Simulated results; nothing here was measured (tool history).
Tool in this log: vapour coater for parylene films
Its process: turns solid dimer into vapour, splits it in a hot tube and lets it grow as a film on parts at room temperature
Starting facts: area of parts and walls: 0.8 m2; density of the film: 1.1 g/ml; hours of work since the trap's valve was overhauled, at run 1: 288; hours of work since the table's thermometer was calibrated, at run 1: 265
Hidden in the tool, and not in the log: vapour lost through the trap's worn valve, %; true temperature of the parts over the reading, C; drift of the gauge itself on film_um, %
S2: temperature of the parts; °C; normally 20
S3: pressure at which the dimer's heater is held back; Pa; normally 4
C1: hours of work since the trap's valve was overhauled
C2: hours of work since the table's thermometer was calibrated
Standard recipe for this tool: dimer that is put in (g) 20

Run 1, hour 0: usual settings; C1 288; C2 265. Result: thickness of the film (um) 13.09.
Run 2, hour 10.8: usual settings; C1 295; C2 273. Result: thickness of the film (um) 13.13.
Run 3, hour 33.9: usual settings; C1 311; C2 289. Result: thickness of the film (um) 13.14.
Run 4, hour 49: usual settings; C1 322; C2 299. Result: thickness of the film (um) 13.21.
Run 5, hour 71.1: usual settings; C1 337; C2 315. Result: thickness of the film (um) 13.24.
Run 6, hour 83.5: usual settings; C1 346; C2 323. Result: thickness of the film (um) 13.2.
Run 7, hour 107.3: usual settings but S3 3.94 Pa; C1 362; C2 340. Result: thickness of the film (um) 13.29.
Run 8, hour 126.3: usual settings but dimer that is put in (g) 19, S2 30 °C, S3 4.66 Pa; C1 375; C2 353. Result: thickness of the film (um) 10.36.
Run 9, hour 147.3: usual settings but dimer that is put in (g) 8, S2 26 °C, S3 2.95 Pa; C1 390; C2 368. Result: thickness of the film (um) 4.9.
Run 10, hour 157.7: usual settings but dimer that is put in (g) 12, S2 22 °C; C1 397; C2 375. Result: thickness of the film (um) 7.71.
Run 11, hour 179.6: usual settings but dimer that is put in (g) 28, S2 15 °C; C1 412; C2 390. Result: thickness of the film (um) 20.33.
Run 12, hour 198: usual settings but dimer that is put in (g) 28, S2 15 °C; C1 425; C2 403. Result: thickness of the film (um) 20.4.

What would each run have given without the hidden state, its run-to-run variation left as it was?
run  thickness of the film (um)
  1                        13.1
  2                       13.13
  3                       13.12
  4                       13.18
  5                       13.19
  6                       13.14
  7                       13.21
  8                       10.29
  9                        4.86
 10                        7.64
 11                       20.13
 12                       20.17
